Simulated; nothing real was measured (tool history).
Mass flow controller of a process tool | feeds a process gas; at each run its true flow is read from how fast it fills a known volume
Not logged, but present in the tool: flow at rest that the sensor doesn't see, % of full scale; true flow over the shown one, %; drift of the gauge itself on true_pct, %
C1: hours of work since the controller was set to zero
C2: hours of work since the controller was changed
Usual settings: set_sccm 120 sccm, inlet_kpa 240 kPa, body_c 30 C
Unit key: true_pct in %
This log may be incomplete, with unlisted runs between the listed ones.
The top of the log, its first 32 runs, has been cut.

{"run": 33, "day": 83.292, "set_sccm": 120, "inlet_kpa": 240, "body_c": 22, "C1": 2093, "C2": 2093, "true_pct": 98.24}
{"run": 34, "day": 85.3, "set_sccm": 120, "inlet_kpa": 240, "body_c": 22, "C1": 2124, "C2": 2124, "true_pct": 98.43}
{"run": 35, "day": 87.525, "set_sccm": 88, "inlet_kpa": 161, "body_c": 30, "C1": 2157, "C2": 2157, "true_pct": 99.09}
{"run": 36, "day": 91.1, "set_sccm": 120, "inlet_kpa": 279, "body_c": 23, "C1": 2212, "C2": 2212, "true_pct": 98.31}
{"run": 37, "day": 94.021, "set_sccm": 27, "inlet_kpa": 279, "body_c": 23, "C1": 2256, "C2": 2256, "true_pct": 96.94}
{"run": 38, "day": 97.117, "set_sccm": 27, "inlet_kpa": 279, "body_c": 25, "C1": 2303, "C2": 2303, "true_pct": 97.06}
{"run": 39, "day": 100.471, "set_sccm": 22, "inlet_kpa": 234, "body_c": 30, "C1": 2353, "C2": 2353, "true_pct": 97.67}
{"run": 40, "day": 102.758, "set_sccm": 88, "inlet_kpa": 191, "body_c": 20, "C1": 2388, "C2": 2388, "true_pct": 97.96}
{"run": 41, "day": 106.196, "set_sccm": 40, "inlet_kpa": 240, "body_c": 26, "C1": 2440, "C2": 2440, "true_pct": 97.47}

Below are 4 alternative next runs, each starting from the tool's condition after run 41. Predict each:
{"run": "A", "day": 109.404, "set_sccm": 47, "inlet_kpa": 240, "body_c": 24, "C1": 2489, "C2": 2489, "true_pct": "?"}
{"run": "B", "day": 109.404, "set_sccm": 40, "inlet_kpa": 142, "body_c": 26, "C1": 2489, "C2": 2489, "true_pct": "?"}
{"run": "C", "day": 109.404, "set_sccm": 30, "inlet_kpa": 238, "body_c": 26, "C1": 2489, "C2": 2489, "true_pct": "?"}
{"run": "D", "day": 109.404, "set_sccm": 120, "inlet_kpa": 156, "body_c": 32, "C1": 2489, "C2": 2489, "true_pct": "?"}

run=A true_pct=97.39
run=B true_pct=98.18
run=C true_pct=97.49
run=D true_pct=99.73
With the hidden condition removed and each run's random variation left untouched, the same runs would have given:
run=A true_pct=97.38
run=B true_pct=98.18
run=C true_pct=97.48
run=D true_pct=99.73

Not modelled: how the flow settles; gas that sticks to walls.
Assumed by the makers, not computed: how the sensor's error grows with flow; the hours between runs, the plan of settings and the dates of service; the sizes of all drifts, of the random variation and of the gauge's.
